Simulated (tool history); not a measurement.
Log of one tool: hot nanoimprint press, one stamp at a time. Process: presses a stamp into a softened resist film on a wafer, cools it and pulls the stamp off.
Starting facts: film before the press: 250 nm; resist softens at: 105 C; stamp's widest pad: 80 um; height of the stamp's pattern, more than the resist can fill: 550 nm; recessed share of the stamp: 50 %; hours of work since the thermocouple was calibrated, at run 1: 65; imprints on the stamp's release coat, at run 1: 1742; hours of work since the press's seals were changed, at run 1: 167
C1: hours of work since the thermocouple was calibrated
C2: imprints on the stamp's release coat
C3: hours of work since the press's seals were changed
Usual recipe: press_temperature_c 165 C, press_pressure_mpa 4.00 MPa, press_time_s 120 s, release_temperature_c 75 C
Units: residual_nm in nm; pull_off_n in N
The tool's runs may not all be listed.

Run 1, hour 0.0: usual settings; C1 65; C2 1742; C3 167. Result: residual_nm 130.0 nm, pull_off_n 274 N.
Run 2, hour 15.6: usual settings; C1 75; C2 1819; C3 176. Result: residual_nm 128.9 nm, pull_off_n 267 N.
Run 3, hour 28.9: usual settings; C1 84; C2 1884; C3 185. Result: residual_nm 129.9 nm, pull_off_n 271 N.
Run 4, hour 37.5: usual settings; C1 89; C2 1926; C3 190. Result: residual_nm 129.8 nm, pull_off_n 260 N.
At hour 47.5: stamp cleaned and given a new release coat.
Run 5, hour 59.9: usual settings but release_temperature_c 62 C; C1 99; C2 61; C3 200. Result: residual_nm 130.5 nm, pull_off_n 282 N.
Run 6, hour 69.1: usual settings; C1 105; C2 106; C3 206. Result: residual_nm 130.1 nm, pull_off_n 225 N.
Run 7, hour 82.1: usual settings; C1 113; C2 170; C3 214. Result: residual_nm 131.3 nm, pull_off_n 218 N.
Run 8, hour 91.9: usual settings; C1 119; C2 218; C3 220. Result: residual_nm 131.0 nm, pull_off_n 222 N.
Run 9, hour 104.5: usual settings but press_time_s 162 s; C1 127; C2 279; C3 228. Result: residual_nm 117.8 nm, pull_off_n 226 N.
Run 10, hour 119.6: usual settings but press_time_s 162 s; C1 136; C2 353; C3 238. Result: residual_nm 118.2 nm, pull_off_n 229 N.
Run 11, hour 133.1: usual settings but press_time_s 162 s; C1 145; C2 420; C3 246. Result: residual_nm 118.4 nm, pull_off_n 233 N.
Run 12, hour 140.2: usual settings but press_time_s 162 s, release_temperature_c 66 C; C1 149; C2 454; C3 250. Result: residual_nm 118.8 nm, pull_off_n 275 N.
Run 13, hour 148.4: usual settings; C1 155; C2 495; C3 256. Result: residual_nm 131.5 nm, pull_off_n 225 N.
At hour 152.6: plate thermocouple calibrated.
Run 14, hour 167.6: usual settings; C1 9; C2 574; C3 266. Result: residual_nm 131.1 nm, pull_off_n 236 N.
Run 15, hour 175.3: usual settings; C1 14; C2 612; C3 271. Result: residual_nm 132.1 nm, pull_off_n 238 N.
At hour 179.1: plate thermocouple calibrated, once more.
Run 16, hour 194.9: usual settings; C1 10; C2 693; C3 281. Result: residual_nm 129.9 nm, pull_off_n 231 N.
Run 17, hour 203.5: usual settings but press_pressure_mpa 3.93 MPa, press_time_s 144 s; C1 15; C2 736; C3 286. Result: residual_nm 122.8 nm, pull_off_n 240 N.
Run 18, hour 217.1: usual settings but press_pressure_mpa 3.93 MPa, press_time_s 144 s; C1 24; C2 803; C3 295. Result: residual_nm 122.4 nm, pull_off_n 237 N.
Run 19, hour 231.5: usual settings but press_pressure_mpa 4.80 MPa; C1 33; C2 873; C3 304. Result: residual_nm 119.5 nm, pull_off_n 240 N.
Run 20, hour 239.5: usual settings but press_temperature_c 159 C, press_pressure_mpa 3.06 MPa, press_time_s 181 s, release_temperature_c 70 C; C1 38; C2 913; C3 309. Result: residual_nm 167.1 nm, pull_off_n 261 N.
Run 21, hour 246.3: usual settings but press_time_s 188 s; C1 42; C2 946; C3 313. Result: residual_nm 111.6 nm, pull_off_n 237 N.
Run 22, hour 262.3: usual settings but press_temperature_c 171 C, press_time_s 188 s, release_temperature_c 70 C; C1 52; C2 1024; C3 323. Result: residual_nm 82.4 nm, pull_off_n 267 N.

Expected results for the next run?
Run 23, hour 274.0: usual settings but press_temperature_c 171 C, press_time_s 188 s, release_temperature_c 70 C; C1 59; C2 1082; C3 330. Result: residual_nm ?, pull_off_n ?.

For run 23 the tool returned residual_nm 82.1 nm, pull_off_n 273 N.
With the hidden condition absent and the run-to-run variation left alone, this run would have shown residual_nm 80.9 nm, pull_off_n 243 N.
